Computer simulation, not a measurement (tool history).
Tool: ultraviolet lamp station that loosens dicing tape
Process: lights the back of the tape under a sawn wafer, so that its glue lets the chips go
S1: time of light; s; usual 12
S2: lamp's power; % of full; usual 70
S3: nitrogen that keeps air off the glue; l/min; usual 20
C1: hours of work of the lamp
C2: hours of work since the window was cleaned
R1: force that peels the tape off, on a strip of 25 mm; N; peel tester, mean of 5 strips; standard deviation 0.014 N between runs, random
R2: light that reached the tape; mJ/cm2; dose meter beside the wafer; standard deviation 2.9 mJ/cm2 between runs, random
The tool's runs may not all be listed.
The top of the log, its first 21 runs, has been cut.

| run | hour | S1 | S2 | S3 | C1 | C2 | R1 | R2 |
|---|---|---|---|---|---|---|---|---|
| 22 | 236.7 | 12 | 70 | 20 | 562 | 44 | 0.840 | 352 |
| 23 | 249.0 | 9 | 70 | 26 | 570 | 52 | 1.124 | 262 |
| 24 | 261.0 | 9 | 70 | 26 | 578 | 60 | 1.109 | 260 |
| 25 | 268.9 | 10 | 63 | 10 | 583 | 65 | 1.516 | 257 |
| 26 | 276.9 | 20 | 70 | 20 | 588 | 70 | 0.410 | 577 |
| 27 | 284.8 | 20 | 70 | 21 | 593 | 75 | 0.436 | 576 |
| 28 | 299.1 | 19 | 70 | 6 | 602 | 85 | 0.878 | 537 |
| 29 | 315.0 | 12 | 63 | 24 | 613 | 95 | 0.952 | 304 |
| 30 | 329.4 | 21 | 67 | 6 | 622 | 104 | 0.856 | 568 |
| 31 | 344.5 | 12 | 70 | 20 | 632 | 114 | 0.894 | 332 |
| 32 | 353.4 | 18 | 85 | 7 | 638 | 120 | 0.692 | 606 |
| 33 | 360.7 | 18 | 85 | 7 | 642 | 125 | 0.706 | 602 |
| 34 | 368.6 | 18 | 85 | 7 | 647 | 130 | 0.697 | 604 |
| 35 | 378.9 | 7 | 66 | 20 | 654 | 136 | 1.755 | 182 |
| 36 | 391.2 | 9 | 93 | 28 | 662 | 144 | 0.809 | 327 |
| 37 | 402.4 | 11 | 70 | 10 | 669 | 151 | 1.332 | 301 |
| 38 | 410.4 | 21 | 70 | 37 | 674 | 157 | 0.332 | 576 |

What does the tool deliver on the next run?
| 39 | 424.2 | 11 | 88 | 21 | 683 | 166 | ? | ? |

{"run 39": {"R1": 0.783, "R2": 372}}
The same run, on a tool lacking any hidden state, would have yielded R1 0.525 N, R2 494 mJ/cm2.
